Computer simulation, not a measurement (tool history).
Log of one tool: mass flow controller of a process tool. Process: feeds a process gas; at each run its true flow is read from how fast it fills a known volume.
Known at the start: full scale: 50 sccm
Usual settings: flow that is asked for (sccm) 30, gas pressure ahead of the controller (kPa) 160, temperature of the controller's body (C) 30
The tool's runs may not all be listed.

run,hour,flow that is asked for (sccm),gas pressure ahead of the controller (kPa),temperature of the controller's body (C),true flow (%)
1,0.0,30,160,30,99.12
2,325.1,30,160,30,98.94
3,503.3,30,160,24,98.07
4,722.6,30,160,20,97.62
5,942.3,30,160,20,97.39
6,1152.9,30,160,30,98.54
7,1441.5,15,160,30,97.79
8,1573.2,15,160,30,97.71
9,1838.9,15,160,30,97.51
10,2070.5,15,160,30,97.37
11,2325.5,15,160,30,97.25
12,2621.5,15,160,30,97.10
13,2867.1,8,189,33,96.70
# hour 2884.4: controller's zero set anew
14,3020.3,11,160,30,96.24
15,3198.9,18,160,30,96.78
16,3478.4,13,212,29,96.22
17,3688.0,13,266,35,97.22
18,3980.9,13,266,35,96.96
19,4222.1,21,160,23,95.68

Some steps in true flow (%) between neighbouring runs. How much of each would the tool show without its hidden state too (settings, what came in, random variation), and how much is left for the hidden state, with any gauge scatter that isn't in both results?
The hidden state here: flow at rest that the sensor doesn't see, % of full scale; true flow over the shown one, %; drift of the gauge itself on true_pct, %.
Run 12 -> 13: flow that is asked for (sccm) 15 -> 8, gas pressure ahead of the controller (kPa) 160 -> 189, temperature of the controller's body (C) 30 -> 33. true flow (%) -0.40: hidden state -0.62, all else +0.22.
Run 18 -> 19: flow that is asked for (sccm) 13 -> 21, gas pressure ahead of the controller (kPa) 266 -> 160, temperature of the controller's body (C) 35 -> 23. true flow (%) -1.28: hidden state +0.24, all else -1.52.
